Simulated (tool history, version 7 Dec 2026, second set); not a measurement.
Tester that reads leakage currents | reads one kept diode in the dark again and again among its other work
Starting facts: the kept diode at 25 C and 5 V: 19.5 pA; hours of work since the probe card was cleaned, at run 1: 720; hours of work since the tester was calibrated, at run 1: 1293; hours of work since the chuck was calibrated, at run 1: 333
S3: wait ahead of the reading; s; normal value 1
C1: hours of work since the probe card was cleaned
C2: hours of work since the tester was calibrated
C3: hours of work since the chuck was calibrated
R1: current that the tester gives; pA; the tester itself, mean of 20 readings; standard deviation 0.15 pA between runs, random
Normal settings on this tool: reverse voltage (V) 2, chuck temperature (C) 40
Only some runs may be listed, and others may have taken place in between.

Run 1, hour 0: usual settings; C1 720; C2 1293; C3 333. Result: R1 47.62 pA.
Run 2, hour 24.5: usual settings; C1 738; C2 1311; C3 350. Result: R1 47.61 pA.
Run 3, hour 56: usual settings; C1 761; C2 1334; C3 373. Result: R1 47.82 pA.
Run 4, hour 83.2: usual settings; C1 781; C2 1354; C3 393. Result: R1 47.92 pA.
Run 5, hour 108.5: usual settings; C1 799; C2 1373; C3 412. Result: R1 47.52 pA.
Run 6, hour 142.2: usual settings but reverse voltage (V) 15.25; C1 824; C2 1397; C3 436. Result: R1 93.99 pA.
Run 7, hour 171.4: usual settings but S3 0.59 s; C1 845; C2 1418; C3 458. Result: R1 47.91 pA.
Run 8, hour 187.5: usual settings; C1 857; C2 1430; C3 469. Result: R1 47.77 pA.
Run 9, hour 206.6: usual settings; C1 871; C2 1444; C3 483. Result: R1 47.48 pA.
Run 10, hour 232: usual settings; C1 889; C2 1463; C3 502. Result: R1 47.85 pA.
Run 11, hour 257.7: usual settings; C1 908; C2 1481; C3 521. Result: R1 47.46 pA.
Run 12, hour 274.9: usual settings; C1 921; C2 1494; C3 533. Result: R1 47.41 pA.
Run 13, hour 307.9: usual settings; C1 945; C2 1518; C3 557. Result: R1 47.79 pA.
Run 14, hour 331.9: usual settings; C1 962; C2 1536; C3 575. Result: R1 47.69 pA.
Run 15, hour 347.2: usual settings; C1 974; C2 1547; C3 586. Result: R1 47.63 pA.
Run 16, hour 382.3: usual settings; C1 999; C2 1572; C3 612. Result: R1 47.82 pA.
Run 17, hour 401.2: usual settings; C1 1013; C2 1586; C3 625. Result: R1 47.7 pA.
Run 18, hour 420.2: usual settings but reverse voltage (V) 1.48; C1 1027; C2 1600; C3 639. Result: R1 43.24 pA.
Run 19, hour 439.2: usual settings; C1 1041; C2 1614; C3 653. Result: R1 47.53 pA.
Run 20, hour 457.1: usual settings but reverse voltage (V) 1.55; C1 1054; C2 1627; C3 666. Result: R1 43.94 pA.
Run 21, hour 480.8: usual settings but reverse voltage (V) 1.55, chuck temperature (C) 35; C1 1071; C2 1644; C3 684. Result: R1 30.14 pA.
Run 22, hour 514.8: usual settings but reverse voltage (V) 15.39, chuck temperature (C) 38; C1 1096; C2 1669; C3 708. Result: R1 81.26 pA.
Run 23, hour 546.6: usual settings but reverse voltage (V) 8.04, chuck temperature (C) 53, S3 0.41 s; C1 1119; C2 1692; C3 732. Result: R1 191.32 pA.
Run 24, hour 576.3: usual settings but chuck temperature (C) 45, S3 0.57 s; C1 1141; C2 1714; C3 753. Result: R1 68.5 pA.
Run 25, hour 610.1: usual settings but chuck temperature (C) 45, S3 0.57 s; C1 1166; C2 1739; C3 778. Result: R1 68.97 pA.
Run 26, hour 638.5: usual settings but chuck temperature (C) 45, S3 0.57 s; C1 1186; C2 1759; C3 799. Result: R1 68.91 pA.
Run 27, hour 670.9: usual settings but reverse voltage (V) 1.02, S3 0.3 s; C1 1210; C2 1783; C3 822. Result: R1 38.91 pA.
Run 28, hour 697.4: usual settings but reverse voltage (V) 1.02, S3 1.31 s; C1 1229; C2 1802; C3 842. Result: R1 38.27 pA.
Run 29, hour 719.8: usual settings but reverse voltage (V) 1.02, chuck temperature (C) 42, S3 1.31 s; C1 1246; C2 1819; C3 858. Result: R1 44.44 pA.
Run 30, hour 754.7: usual settings but reverse voltage (V) 1.02, chuck temperature (C) 42, S3 1.31 s; C1 1271; C2 1844; C3 884. Result: R1 44.52 pA.
Run 31, hour 781.5: usual settings but reverse voltage (V) 1.02, chuck temperature (C) 42, S3 1.31 s; C1 1291; C2 1864; C3 903. Result: R1 44.29 pA.
Run 32, hour 806.3: usual settings but reverse voltage (V) 1.02, chuck temperature (C) 42, S3 1.31 s; C1 1309; C2 1882; C3 921. Result: R1 44.38 pA.
Run 33, hour 841: usual settings but reverse voltage (V) 6.13, chuck temperature (C) 42, S3 1.31 s; C1 1334; C2 1907; C3 947. Result: R1 79.71 pA.
Run 34, hour 859.4: usual settings but reverse voltage (V) 6.13, chuck temperature (C) 42, S3 5.34 s; C1 1348; C2 1921; C3 960. Result: R1 78.6 pA.
Run 35, hour 887: usual settings but reverse voltage (V) 6.13, chuck temperature (C) 42, S3 5.34 s; C1 1368; C2 1941; C3 980. Result: R1 78.66 pA.
Run 36, hour 904.5: usual settings but reverse voltage (V) 18.28, chuck temperature (C) 47, S3 0.69 s; C1 1381; C2 1954; C3 993. Result: R1 165.01 pA.
Run 37, hour 933.3: usual settings but reverse voltage (V) 3, chuck temperature (C) 35, S3 0.56 s; C1 1402; C2 1975; C3 1014. Result: R1 37.9 pA.
Run 38, hour 952.6: usual settings but reverse voltage (V) 3, chuck temperature (C) 35, S3 0.56 s; C1 1416; C2 1989; C3 1028. Result: R1 38.01 pA.
Run 39, hour 985.7: usual settings but reverse voltage (V) 14.65; C1 1440; C2 2013; C3 1052. Result: R1 92.45 pA.
Run 40, hour 1003.3: usual settings but S3 7.55 s; C1 1453; C2 2026; C3 1065. Result: R1 47.6 pA.
Run 41, hour 1033.6: usual settings but S3 7.55 s; C1 1475; C2 2048; C3 1087. Result: R1 47.46 pA.

Consider 3 possible next runs. They are alternatives, not a sequence: every one starts from the tool as it was left by run 41. What does each give?
Run A, hour 1056.2: usual settings but reverse voltage (V) 5.56, chuck temperature (C) 42, S3 2.29 s; C1 1491; C2 2064; C3 1104. Result: R1 ?.
Run B, hour 1056.2: usual settings but chuck temperature (C) 38, S3 0.31 s; C1 1491; C2 2064; C3 1104. Result: R1 ?.
Run C, hour 1056.2: usual settings but S3 8.29 s; C1 1491; C2 2064; C3 1104. Result: R1 ?.

run     R1
  A  76.52
  B  41.83
  C  47.53
Take away the tool's hidden state, keep each run's random variation, and the runs would have read:
run     R1
  A   76.5
  B  41.82
  C  47.52
